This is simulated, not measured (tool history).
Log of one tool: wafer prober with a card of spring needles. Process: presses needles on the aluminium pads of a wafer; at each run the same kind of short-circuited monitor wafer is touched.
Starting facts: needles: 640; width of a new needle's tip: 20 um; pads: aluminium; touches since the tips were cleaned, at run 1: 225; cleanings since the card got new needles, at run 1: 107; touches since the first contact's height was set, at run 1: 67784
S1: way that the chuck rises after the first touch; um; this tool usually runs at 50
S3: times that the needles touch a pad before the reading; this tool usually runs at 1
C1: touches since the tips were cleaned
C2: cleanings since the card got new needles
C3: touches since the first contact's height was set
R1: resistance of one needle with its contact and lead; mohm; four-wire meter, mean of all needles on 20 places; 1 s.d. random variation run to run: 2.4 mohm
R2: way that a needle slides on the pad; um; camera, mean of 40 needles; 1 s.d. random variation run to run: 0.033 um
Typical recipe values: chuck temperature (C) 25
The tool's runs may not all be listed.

run 1 hour=0.0 | S1=50 chuck_temperature_(C)=25 S3=1 | C1=225 C2=107 C3=67784 | R1=265 R2=12.45
-- hour=18.9 tips cleaned on abrasive film
-- hour=37.2 tips cleaned on abrasive film
run 2 hour=37.6 | S1=50 chuck_temperature_(C)=25 S3=1 | C1=95 C2=109 C3=77392 | R1=264 R2=12.47
-- hour=54.4 tips cleaned on abrasive film
-- hour=72.6 tips cleaned on abrasive film
run 3 hour=80.8 | S1=50 chuck_temperature_(C)=25 S3=1 | C1=2117 C2=111 C3=88469 | R1=266 R2=12.44
-- hour=91.2 tips cleaned on abrasive film
-- hour=108.2 tips cleaned on abrasive film
run 4 hour=119.5 | S1=50 chuck_temperature_(C)=25 S3=1 | C1=2886 C2=113 C3=98359 | R1=267 R2=12.47
-- hour=125.8 tips cleaned on abrasive film
-- hour=142.6 tips cleaned on abrasive film
-- hour=159.2 tips cleaned on abrasive film
run 5 hour=166.6 | S1=50 chuck_temperature_(C)=25 S3=1 | C1=1915 C2=116 C3=110417 | R1=265 R2=12.49
-- hour=178.9 tips cleaned on abrasive film
-- hour=179.2 height of the first contact set anew
-- hour=196.6 tips cleaned on abrasive film
run 6 hour=209.1 | S1=50 chuck_temperature_(C)=25 S3=1 | C1=3220 C2=118 C3=7672 | R1=269 R2=12.38
-- hour=213.8 tips cleaned on abrasive film
-- hour=230.3 tips cleaned on abrasive film
-- hour=246.9 tips cleaned on abrasive film
run 7 hour=252.9 | S1=50 chuck_temperature_(C)=27 S3=1 | C1=1538 C2=121 C3=18855 | R1=272 R2=12.53
-- hour=263.5 tips cleaned on abrasive film
run 8 hour=278.0 | S1=50 chuck_temperature_(C)=27 S3=1 | C1=3733 C2=122 C3=25278 | R1=263 R2=12.45
-- hour=282.1 tips cleaned on abrasive film
-- hour=299.0 tips cleaned on abrasive film
run 9 hour=303.8 | S1=50 chuck_temperature_(C)=47 S3=2 | C1=1219 C2=124 C3=31864 | R1=274 R2=12.45
-- hour=317.6 tips cleaned on abrasive film
-- hour=336.7 tips cleaned on abrasive film
run 10 hour=338.7 | S1=50 chuck_temperature_(C)=47 S3=2 | C1=503 C2=126 C3=40796 | R1=274 R2=12.47
-- hour=353.5 tips cleaned on abrasive film
run 11 hour=369.5 | S1=50 chuck_temperature_(C)=25 S3=1 | C1=4124 C2=127 C3=48705 | R1=268 R2=12.41

Branching from run 11: 4 alternative next runs. What would each branch give?
-- hour=372.2 tips cleaned on abrasive film
-- hour=391.4 tips cleaned on abrasive film
run A hour=405.4 | S1=60 chuck_temperature_(C)=44 S3=1 | C1=3610 C2=129 C3=57894 | R1=? R2=?
-- hour=372.2 tips cleaned on abrasive film
-- hour=391.4 tips cleaned on abrasive film
run B hour=405.4 | S1=52 chuck_temperature_(C)=25 S3=2 | C1=3610 C2=129 C3=57894 | R1=? R2=?
-- hour=372.2 tips cleaned on abrasive film
-- hour=391.4 tips cleaned on abrasive film
run C hour=405.4 | S1=44 chuck_temperature_(C)=113 S3=1 | C1=3610 C2=129 C3=57894 | R1=? R2=?
-- hour=372.2 tips cleaned on abrasive film
-- hour=391.4 tips cleaned on abrasive film
run D hour=405.4 | S1=50 chuck_temperature_(C)=98 S3=1 | C1=3610 C2=129 C3=57894 | R1=? R2=?

run=A R1=269 R2=14.97
run=B R1=269 R2=12.97
run=C R1=288 R2=10.96
run=D R1=287 R2=12.49
With no hidden state in the tool, these same runs would have given:
run=A R1=269 R2=14.97
run=B R1=269 R2=12.97
run=C R1=288 R2=10.96
run=D R1=287 R2=12.49
